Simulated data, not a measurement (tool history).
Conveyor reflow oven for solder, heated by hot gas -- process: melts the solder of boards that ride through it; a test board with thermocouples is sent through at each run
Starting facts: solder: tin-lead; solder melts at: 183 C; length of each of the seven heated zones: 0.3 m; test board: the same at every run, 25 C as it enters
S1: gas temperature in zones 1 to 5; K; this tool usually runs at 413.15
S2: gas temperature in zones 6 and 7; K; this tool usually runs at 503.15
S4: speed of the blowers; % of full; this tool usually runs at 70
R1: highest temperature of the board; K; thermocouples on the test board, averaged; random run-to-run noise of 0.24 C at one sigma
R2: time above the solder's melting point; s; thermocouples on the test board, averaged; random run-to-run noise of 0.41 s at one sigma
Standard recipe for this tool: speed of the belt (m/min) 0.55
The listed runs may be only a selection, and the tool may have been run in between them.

{"run": 1, "hour": 0.0, "S1": 413.15, "S2": 503.15, "speed of the belt (m/min)": 0.55, "S4": 70, "R1": 483.75, "R2": 44.1}
{"run": 2, "hour": 29.6, "S1": 413.15, "S2": 503.15, "speed of the belt (m/min)": 0.55, "S4": 70, "R1": 483.55, "R2": 44.2}
{"run": 3, "hour": 58.2, "S1": 411.15, "S2": 503.15, "speed of the belt (m/min)": 0.55, "S4": 70, "R1": 483.45, "R2": 44}
{"run": 4, "hour": 79.5, "S1": 411.15, "S2": 503.15, "speed of the belt (m/min)": 0.55, "S4": 70, "R1": 483.05, "R2": 42.7}
{"run": 5, "hour": 94.5, "S1": 413.15, "S2": 503.15, "speed of the belt (m/min)": 0.55, "S4": 87, "R1": 486.55, "R2": 47}
{"run": 6, "hour": 122.9, "S1": 413.15, "S2": 503.15, "speed of the belt (m/min)": 0.55, "S4": 70, "R1": 483.65, "R2": 44.5}
{"run": 7, "hour": 149.3, "S1": 413.15, "S2": 503.15, "speed of the belt (m/min)": 0.536, "S4": 70, "R1": 484.65, "R2": 47.1}
{"run": 8, "hour": 171.5, "S1": 413.15, "S2": 503.15, "speed of the belt (m/min)": 0.536, "S4": 70, "R1": 484.25, "R2": 45.2}
{"run": 9, "hour": 188.1, "S1": 413.15, "S2": 503.15, "speed of the belt (m/min)": 0.536, "S4": 70, "R1": 484.45, "R2": 46.6}
{"run": 10, "hour": 215.9, "S1": 413.15, "S2": 503.15, "speed of the belt (m/min)": 0.536, "S4": 70, "R1": 484.25, "R2": 46.2}
{"hour": 222.6, "done": "belt drive overhauled, speed set with a stopwatch"}
{"hour": 249.3, "done": "flux residue cleaned out of gas plates and filters"}
{"run": 11, "hour": 253.8, "S1": 413.15, "S2": 503.15, "speed of the belt (m/min)": 0.536, "S4": 70, "R1": 486.15, "R2": 48.3}
{"run": 12, "hour": 276.6, "S1": 413.15, "S2": 503.15, "speed of the belt (m/min)": 0.55, "S4": 84, "R1": 488.05, "R2": 48.6}
{"run": 13, "hour": 290.4, "S1": 415.15, "S2": 516.15, "speed of the belt (m/min)": 0.443, "S4": 62, "R1": 502.05, "R2": 73}
{"run": 14, "hour": 311.6, "S1": 415.15, "S2": 516.15, "speed of the belt (m/min)": 0.443, "S4": 62, "R1": 502.25, "R2": 71.3}
{"run": 15, "hour": 333.0, "S1": 422.15, "S2": 499.15, "speed of the belt (m/min)": 0.443, "S4": 62, "R1": 488.05, "R2": 65.8}
{"run": 16, "hour": 351.2, "S1": 422.15, "S2": 499.15, "speed of the belt (m/min)": 0.443, "S4": 62, "R1": 488.05, "R2": 64.9}
{"run": 17, "hour": 371.9, "S1": 413.15, "S2": 503.15, "speed of the belt (m/min)": 0.55, "S4": 78, "R1": 486.65, "R2": 47.9}
{"run": 18, "hour": 385.0, "S1": 413.15, "S2": 503.15, "speed of the belt (m/min)": 0.55, "S4": 78, "R1": 486.95, "R2": 47.2}
{"hour": 393.2, "done": "belt drive overhauled, speed set with a stopwatch, once more"}
{"run": 19, "hour": 413.4, "S1": 418.15, "S2": 507.15, "speed of the belt (m/min)": 0.567, "S4": 77, "R1": 489.25, "R2": 48.4}
{"run": 20, "hour": 441.8, "S1": 419.15, "S2": 505.15, "speed of the belt (m/min)": 0.55, "S4": 70, "R1": 487.55, "R2": 48.6}

Predict each of these 4 candidate next runs independently; none follows another, all start after run 20:
{"run": "A", "hour": 458.2, "S1": 419.15, "S2": 505.15, "speed of the belt (m/min)": 0.557, "S4": 70, "R1": "?", "R2": "?"}
{"run": "B", "hour": 458.2, "S1": 403.15, "S2": 505.15, "speed of the belt (m/min)": 0.55, "S4": 70, "R1": "?", "R2": "?"}
{"run": "C", "hour": 458.2, "S1": 424.15, "S2": 503.15, "speed of the belt (m/min)": 0.583, "S4": 70, "R1": "?", "R2": "?"}
{"run": "D", "hour": 458.2, "S1": 400.15, "S2": 503.15, "speed of the belt (m/min)": 0.447, "S4": 70, "R1": "?", "R2": "?"}

run=A R1=487.05 R2=47.9
run=B R1=483.95 R2=41.3
run=C R1=485.05 R2=45.5
run=D R1=488.75 R2=56.6
With the hidden condition removed and each run's random variation left untouched, the same runs would have given:
run=A R1=486.65 R2=47.7
run=B R1=483.65 R2=41.1
run=C R1=484.65 R2=45.3
run=D R1=488.15 R2=56.2
